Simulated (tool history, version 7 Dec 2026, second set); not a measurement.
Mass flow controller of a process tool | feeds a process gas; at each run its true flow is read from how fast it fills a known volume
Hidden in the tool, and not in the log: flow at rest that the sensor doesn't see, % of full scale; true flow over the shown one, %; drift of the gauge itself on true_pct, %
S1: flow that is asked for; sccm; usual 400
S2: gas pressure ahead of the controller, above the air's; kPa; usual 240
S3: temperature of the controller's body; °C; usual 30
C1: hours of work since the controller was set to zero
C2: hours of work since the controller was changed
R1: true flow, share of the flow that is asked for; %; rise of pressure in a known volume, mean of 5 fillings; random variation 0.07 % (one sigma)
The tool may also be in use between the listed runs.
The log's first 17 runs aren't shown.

run     hour   S1   S2  S3    C1    C2     R1
 18   6738.3  400  240  24  2547  2547  99.67
 19   7217.3   83  266  22  2705  2705   98.1
 20     7509   83  266  22  2801  2801  98.05
 21   7939.7  400  240  28  2944  2944  99.29
 22   8329.4  400  240  28  3073  3073  99.39
 23   8816.4  400  240  28  3234  3234   99.4
 24   9299.3  400  240  28  3393  3393  99.34
 25   9571.1  400  209  27  3483  3483  99.22
 26   9902.3  208  190  36  3592  3592  97.36
 27  10429.1  208  190  36  3767  3767  97.16
 28  10937.9  209  201  24  3935  3935  98.51
 29  11291.5   75  191  24  4052  4052  97.54
 30  11803.9  213  275  31  4221  4221  98.16
 31  12176.5  400  252  38  4344  4344  98.57
 32  12529.7  105  165  21  4461  4461   97.9
 33  12789.7  207  240  30  4547  4547  98.18
 34  13322.8  207  240  30  4723  4723  98.12
 35    13808  400  240  30  4884  4884  99.17
 36  14092.8   80  192  30  4978  4978  96.99

3 ways to go on from here, each from the tool as it stands after run 36. What would each give?
  A  14632.4  202  162  30  5156  5156   ?
  B  14632.4   80  242  30  5156  5156   ?
  C  14632.4  476  240  30  5156  5156   ?

run     R1
  A  97.67
  B  97.48
  C  99.51
Without the tool's hidden state the same runs would have given:
run     R1
  A  97.67
  B   97.5
  C   99.5
